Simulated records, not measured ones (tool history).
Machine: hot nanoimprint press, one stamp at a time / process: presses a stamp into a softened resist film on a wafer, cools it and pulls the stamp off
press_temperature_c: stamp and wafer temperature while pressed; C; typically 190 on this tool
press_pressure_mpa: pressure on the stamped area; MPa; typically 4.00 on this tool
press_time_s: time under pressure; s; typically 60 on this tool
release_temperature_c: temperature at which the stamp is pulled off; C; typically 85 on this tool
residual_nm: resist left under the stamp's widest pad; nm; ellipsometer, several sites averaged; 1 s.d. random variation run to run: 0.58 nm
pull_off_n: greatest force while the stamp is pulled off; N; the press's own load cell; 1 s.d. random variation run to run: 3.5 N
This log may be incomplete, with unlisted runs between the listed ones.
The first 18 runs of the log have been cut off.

run   hour  press_temperature_c  press_pressure_mpa  press_time_s  release_temperature_c  hours of work since the thermocouple was calibrated  imprints on the stamp's release coat  hours of work since the press's seals were changed  residual_nm  pull_off_n
 19  488.9                  190                2.95            60                     85                                                   39                                    76                                                 599        129.6         169
 20  504.7                  190                2.95            34                     78                                                   46                                   116                                                 605        153.7         172
 21  522.5                  192                5.92            60                     85                                                   53                                   162                                                 613         87.9         170
 22  556.4                  192                5.92            60                     85                                                   67                                   249                                                 627         88.2         180
 23  583.4                  190                5.92            36                     85                                                   78                                   318                                                 638        111.6         178
 24  603.6                  190                5.92            36                     85                                                   87                                   369                                                 646        112.9         188
 25  636.9                  197                4.00            60                     93                                                  100                                   455                                                 660         93.0         180
 26  660.7                  183                5.23            47                     75                                                  110                                   515                                                 670        130.9         203
 27  687.9                  183                5.23            46                     75                                                  121                                   585                                                 681        131.1         211
 28  705.5                  183                5.23            46                     75                                                  129                                   630                                                 688        132.6         209
 29  724.1                  187                5.23            53                     92                                                  136                                   678                                                 696        113.4         192
 30  747.7                  187                5.72            53                     92                                                  146                                   738                                                 706        107.7         199

3 options for the next run, each taken on its own from the tool as it stands now. Forecast them:
     761.5  -- stamp cleaned and given a new release coat
  A  786.9                  187                2.44            80                     85                                                  160                                    65                                                 719            ?           ?
     761.5  -- stamp cleaned and given a new release coat
  B  786.9                  182                4.00            60                     80                                                  160                                    65                                                 719            ?           ?
     761.5  -- stamp cleaned and given a new release coat
  C  786.9                  186                5.72            37                     92                                                  160                                    65                                                 719            ?           ?

run  residual_nm  pull_off_n
  A        139.3         166
  B        139.0         175
  C        127.0         162
Without the tool's hidden state the same runs would have given:
run  residual_nm  pull_off_n
  A        139.6         163
  B        138.4         172
  C        125.2         159
